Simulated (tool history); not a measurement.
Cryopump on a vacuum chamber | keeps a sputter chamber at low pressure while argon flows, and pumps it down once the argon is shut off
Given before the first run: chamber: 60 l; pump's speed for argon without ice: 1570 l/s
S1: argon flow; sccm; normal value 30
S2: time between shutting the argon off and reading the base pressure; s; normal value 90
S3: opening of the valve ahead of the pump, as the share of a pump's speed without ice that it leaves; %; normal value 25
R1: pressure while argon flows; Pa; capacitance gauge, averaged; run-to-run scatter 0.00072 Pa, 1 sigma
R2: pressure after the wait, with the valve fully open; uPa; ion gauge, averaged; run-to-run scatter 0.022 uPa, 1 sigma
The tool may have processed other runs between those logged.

Run 1, hour 0.0: usual settings. Result: R1 0.1323 Pa, R2 0.75 uPa.
Run 2, hour 26.3: usual settings. Result: R1 0.1333 Pa, R2 0.79 uPa.
Run 3, hour 59.1: usual settings. Result: R1 0.1330 Pa, R2 0.75 uPa.
Run 4, hour 94.7: usual settings but S3 26 %. Result: R1 0.1285 Pa, R2 0.81 uPa.
Run 5, hour 126.8: usual settings but S1 17 sccm. Result: R1 0.0758 Pa, R2 0.78 uPa.
Run 6, hour 172.3: usual settings but S1 17 sccm. Result: R1 0.0759 Pa, R2 0.83 uPa.
Run 7, hour 211.6: usual settings but S1 17 sccm. Result: R1 0.0764 Pa, R2 0.83 uPa.
Run 8, hour 251.3: usual settings but S1 17 sccm. Result: R1 0.0761 Pa, R2 0.80 uPa.
Run 9, hour 286.0: usual settings but S1 17 sccm. Result: R1 0.0775 Pa, R2 0.86 uPa.
Run 10, hour 325.3: usual settings but S3 26 %. Result: R1 0.1305 Pa, R2 0.86 uPa.
Run 11, hour 356.3: usual settings but S1 14 sccm, S3 16 %. Result: R1 0.0976 Pa, R2 0.83 uPa.
Run 12, hour 400.1: usual settings but S1 21 sccm, S2 38 s, S3 46 %. Result: R1 0.0532 Pa, R2 1.44 uPa.
Run 13, hour 443.2: usual settings but S1 12 sccm, S2 38 s. Result: R1 0.0542 Pa, R2 1.48 uPa.
Run 14, hour 482.2: usual settings but S1 59 sccm, S2 96 s. Result: R1 0.2687 Pa, R2 0.87 uPa.
Run 15, hour 510.9: usual settings but S1 13 sccm, S2 54 s, S3 32 %. Result: R1 0.0468 Pa, R2 1.23 uPa.
Run 16, hour 557.4: usual settings but S1 13 sccm, S2 54 s, S3 32 %. Result: R1 0.0474 Pa, R2 1.20 uPa.
Run 17, hour 577.2: usual settings but S1 13 sccm, S2 54 s, S3 16 %. Result: R1 0.0916 Pa, R2 1.20 uPa.
Run 18, hour 614.4: usual settings but S1 18 sccm, S2 54 s, S3 18 %. Result: R1 0.1132 Pa, R2 1.25 uPa.
Run 19, hour 656.9: usual settings but S1 18 sccm, S2 54 s, S3 18 %. Result: R1 0.1138 Pa, R2 1.23 uPa.
Run 20, hour 699.4: usual settings but S1 18 sccm, S2 54 s, S3 18 %. Result: R1 0.1147 Pa, R2 1.23 uPa.

Predict each of these 4 candidate next runs independently; none follows another, all start after run 20:
Run A, hour 734.7: usual settings but S1 27 sccm, S2 73 s, S3 15 %. Result: R1 ?, R2 ?.
Run B, hour 734.7: usual settings but S2 131 s. Result: R1 ?, R2 ?.
Run C, hour 734.7: usual settings but S1 18 sccm, S2 54 s, S3 22 %. Result: R1 ?, R2 ?.
Run D, hour 734.7: usual settings but S1 44 sccm, S2 48 s, S3 16 %. Result: R1 ?, R2 ?.

run      R1    R2
  A  0.2020  1.11
  B  0.1391  0.92
  C  0.0942  1.31
  D  0.3130  1.38
With the hidden condition removed and each run's random variation left untouched, the same runs would have given:
run      R1    R2
  A  0.1933  0.66
  B  0.1294  0.46
  C  0.0883  0.85
  D  0.2987  0.92
